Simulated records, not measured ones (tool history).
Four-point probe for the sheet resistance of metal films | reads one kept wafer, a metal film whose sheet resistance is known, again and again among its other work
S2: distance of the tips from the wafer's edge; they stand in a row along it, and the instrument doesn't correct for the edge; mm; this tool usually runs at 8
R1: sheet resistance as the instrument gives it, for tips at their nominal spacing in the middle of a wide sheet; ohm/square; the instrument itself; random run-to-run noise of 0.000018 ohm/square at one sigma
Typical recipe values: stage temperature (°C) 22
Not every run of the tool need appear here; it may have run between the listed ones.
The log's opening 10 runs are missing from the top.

Run 11, hour 143.0: usual settings but S2 19 mm. Result: R1 0.089838 ohm/square.
Run 12, hour 162.2: usual settings but S2 19 mm. Result: R1 0.089831 ohm/square.
Run 13, hour 183.9: usual settings but stage temperature (°C) 32. Result: R1 0.091484 ohm/square.
Run 14, hour 196.7: usual settings but stage temperature (°C) 19. Result: R1 0.090580 ohm/square.
Run 15, hour 208.7: usual settings but stage temperature (°C) 19. Result: R1 0.090576 ohm/square.
Run 16, hour 227.2: usual settings but stage temperature (°C) 19. Result: R1 0.090559 ohm/square.
Run 17, hour 249.0: usual settings but stage temperature (°C) 19. Result: R1 0.090586 ohm/square.
Run 18, hour 263.1: usual settings but stage temperature (°C) 19. Result: R1 0.090578 ohm/square.
Run 19, hour 284.6: usual settings but stage temperature (°C) 33, S2 24 mm. Result: R1 0.090448 ohm/square.
Run 20, hour 293.7: usual settings but stage temperature (°C) 28, S2 24 mm. Result: R1 0.090112 ohm/square.
Run 21, hour 310.7: usual settings but stage temperature (°C) 28. Result: R1 0.091233 ohm/square.
Run 22, hour 321.6: usual settings but stage temperature (°C) 18, S2 7 mm. Result: R1 0.090855 ohm/square.
Run 23, hour 342.0: usual settings but stage temperature (°C) 32, S2 4 mm. Result: R1 0.094847 ohm/square.
Run 24, hour 360.0: usual settings but stage temperature (°C) 28, S2 7 mm. Result: R1 0.091511 ohm/square.
Run 25, hour 371.1: usual settings but stage temperature (°C) 28, S2 5 mm. Result: R1 0.092978 ohm/square.
Run 26, hour 389.7: usual settings but stage temperature (°C) 26, S2 31 mm. Result: R1 0.089887 ohm/square.
Run 27, hour 405.6: usual settings but stage temperature (°C) 25, S2 21 mm. Result: R1 0.089951 ohm/square.
Run 28, hour 417.4: usual settings but stage temperature (°C) 25, S2 21 mm. Result: R1 0.089918 ohm/square.
Run 29, hour 436.2: usual settings but stage temperature (°C) 25, S2 9 mm. Result: R1 0.090730 ohm/square.
Run 30, hour 454.1: usual settings but stage temperature (°C) 27, S2 9 mm. Result: R1 0.090860 ohm/square.
Run 31, hour 468.9: usual settings but S2 48 mm. Result: R1 0.089565 ohm/square.
Run 32, hour 481.9: usual settings but stage temperature (°C) 20, S2 12 mm. Result: R1 0.089911 ohm/square.
Run 33, hour 502.5: usual settings but stage temperature (°C) 20, S2 7 mm. Result: R1 0.090976 ohm/square.
Run 34, hour 516.7: usual settings but stage temperature (°C) 23, S2 11 mm. Result: R1 0.090262 ohm/square.

Branching from run 34: 4 alternative next runs. What would each branch give?
Run A, hour 533.1: usual settings but S2 3 mm. Result: R1 ?.
Run B, hour 533.1: usual settings but stage temperature (°C) 19, S2 10 mm. Result: R1 ?.
Run C, hour 533.1: usual settings but stage temperature (°C) 21. Result: R1 ?.
Run D, hour 533.1: usual settings but stage temperature (°C) 31. Result: R1 ?.

run        R1
  A  0.097369
  B  0.090083
  C  0.090651
  D  0.091339
The same runs, with their run-to-run variation unchanged, on a tool lacking any hidden condition would have given:
run        R1
  A  0.098248
  B  0.090904
  C  0.091474
  D  0.092158
